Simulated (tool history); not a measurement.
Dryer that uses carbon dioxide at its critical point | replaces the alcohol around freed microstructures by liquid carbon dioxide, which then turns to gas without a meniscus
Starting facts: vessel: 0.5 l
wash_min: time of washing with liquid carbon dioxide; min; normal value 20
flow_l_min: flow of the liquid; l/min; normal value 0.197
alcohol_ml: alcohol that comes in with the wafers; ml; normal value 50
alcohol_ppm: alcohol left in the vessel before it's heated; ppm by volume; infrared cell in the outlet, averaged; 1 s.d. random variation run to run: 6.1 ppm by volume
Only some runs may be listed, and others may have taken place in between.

Run 1, hour 0.0: usual settings. Result: alcohol_ppm 279 ppm by volume.
Run 2, hour 31.2: usual settings. Result: alcohol_ppm 303 ppm by volume.
Run 3, hour 51.8: usual settings. Result: alcohol_ppm 318 ppm by volume.
Run 4, hour 77.1: usual settings but wash_min 13 min. Result: alcohol_ppm 2376 ppm by volume.
Run 5, hour 99.0: usual settings but wash_min 13 min. Result: alcohol_ppm 2342 ppm by volume.
Run 6, hour 117.5: usual settings but alcohol_ml 31 ml. Result: alcohol_ppm 257 ppm by volume.
Run 7, hour 144.9: usual settings but wash_min 18 min. Result: alcohol_ppm 684 ppm by volume.
Run 8, hour 174.7: usual settings but wash_min 18 min. Result: alcohol_ppm 703 ppm by volume.
Run 9, hour 209.2: usual settings but wash_min 18 min. Result: alcohol_ppm 771 ppm by volume.
Run 10, hour 229.1: usual settings but wash_min 12 min. Result: alcohol_ppm 3858 ppm by volume.
Run 11, hour 258.6: usual settings but flow_l_min 0.190 l/min, alcohol_ml 86 ml. Result: alcohol_ppm 1017 ppm by volume.
Run 12, hour 284.2: usual settings but wash_min 17 min, flow_l_min 0.318 l/min, alcohol_ml 78 ml. Result: alcohol_ppm 188 ppm by volume.
Run 13, hour 310.9: usual settings but flow_l_min 0.159 l/min, alcohol_ml 87 ml. Result: alcohol_ppm 2524 ppm by volume.
At hour 332.1: inlet filter changed.
Run 14, hour 336.5: usual settings but flow_l_min 0.159 l/min, alcohol_ml 87 ml. Result: alcohol_ppm 1452 ppm by volume.
Run 15, hour 362.0: usual settings but flow_l_min 0.159 l/min, alcohol_ml 86 ml. Result: alcohol_ppm 1573 ppm by volume.
Run 16, hour 378.5: usual settings but flow_l_min 0.247 l/min, alcohol_ml 71 ml. Result: alcohol_ppm 189 ppm by volume.
Run 17, hour 397.2: usual settings but flow_l_min 0.247 l/min, alcohol_ml 71 ml. Result: alcohol_ppm 201 ppm by volume.
Run 18, hour 417.1: usual settings but flow_l_min 0.247 l/min, alcohol_ml 71 ml. Result: alcohol_ppm 212 ppm by volume.
Run 19, hour 445.9: usual settings but wash_min 14 min. Result: alcohol_ppm 1875 ppm by volume.

Predict each of these 5 candidate next runs independently; none follows another, all start after run 19:
Run A, hour 471.2: usual settings but wash_min 26 min, alcohol_ml 95 ml. Result: alcohol_ppm ?.
Run B, hour 471.2: usual settings but flow_l_min 0.158 l/min, alcohol_ml 31 ml. Result: alcohol_ppm ?.
Run C, hour 471.2: usual settings but wash_min 12 min. Result: alcohol_ppm ?.
Run D, hour 471.2: usual settings but wash_min 32 min, flow_l_min 0.242 l/min, alcohol_ml 109 ml. Result: alcohol_ppm ?.
Run E, hour 471.2: usual settings but wash_min 32 min, flow_l_min 0.298 l/min, alcohol_ml 72 ml. Result: alcohol_ppm ?.

run  alcohol_ppm
  A          253
  B          758
  C         3282
  D          142
  E          131
Stripped of hidden state, with their random variation kept, the same runs would have yielded:
run  alcohol_ppm
  A           80
  B          488
  C         2623
  D            6
  E            0

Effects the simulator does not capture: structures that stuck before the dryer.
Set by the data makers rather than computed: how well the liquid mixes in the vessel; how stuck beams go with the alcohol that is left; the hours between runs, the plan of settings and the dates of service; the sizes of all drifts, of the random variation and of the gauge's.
